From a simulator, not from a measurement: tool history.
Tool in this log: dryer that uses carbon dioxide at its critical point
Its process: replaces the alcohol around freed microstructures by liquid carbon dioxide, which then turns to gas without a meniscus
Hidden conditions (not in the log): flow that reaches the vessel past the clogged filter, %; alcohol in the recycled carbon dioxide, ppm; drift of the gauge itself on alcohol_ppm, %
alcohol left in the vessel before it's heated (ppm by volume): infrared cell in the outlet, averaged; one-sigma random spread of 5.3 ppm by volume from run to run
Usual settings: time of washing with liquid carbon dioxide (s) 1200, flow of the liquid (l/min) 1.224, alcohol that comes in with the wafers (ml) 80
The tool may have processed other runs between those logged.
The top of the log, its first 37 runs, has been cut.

run,hour,time of washing with liquid carbon dioxide (s),flow of the liquid (l/min),alcohol that comes in with the wafers (ml),hours of work since the filter was changed,hours of work since the purifier's bed was changed,alcohol left in the vessel before it's heated (ppm by volume)
38,1099.6,1860,1.35,42,232,200,26
39,1122.3,1860,1.35,42,243,210,22
40,1139.9,960,0.92,80,251,218,1123
41,1162.7,960,0.92,23,262,229,332
42,1200.6,1260,1.17,39,280,247,104
43,1227.6,1260,1.17,39,292,259,107
44,1260.3,900,0.85,80,307,275,1724
45,1284,720,0.92,109,319,286,3240

Expected results for the next run?
46,1320.4,720,0.92,109,336,303,?

alcohol left in the vessel before it's heated (ppm by volume): 3257
The same run, on a tool lacking any hidden state, would have yielded alcohol left in the vessel before it's heated (ppm by volume) 2571.

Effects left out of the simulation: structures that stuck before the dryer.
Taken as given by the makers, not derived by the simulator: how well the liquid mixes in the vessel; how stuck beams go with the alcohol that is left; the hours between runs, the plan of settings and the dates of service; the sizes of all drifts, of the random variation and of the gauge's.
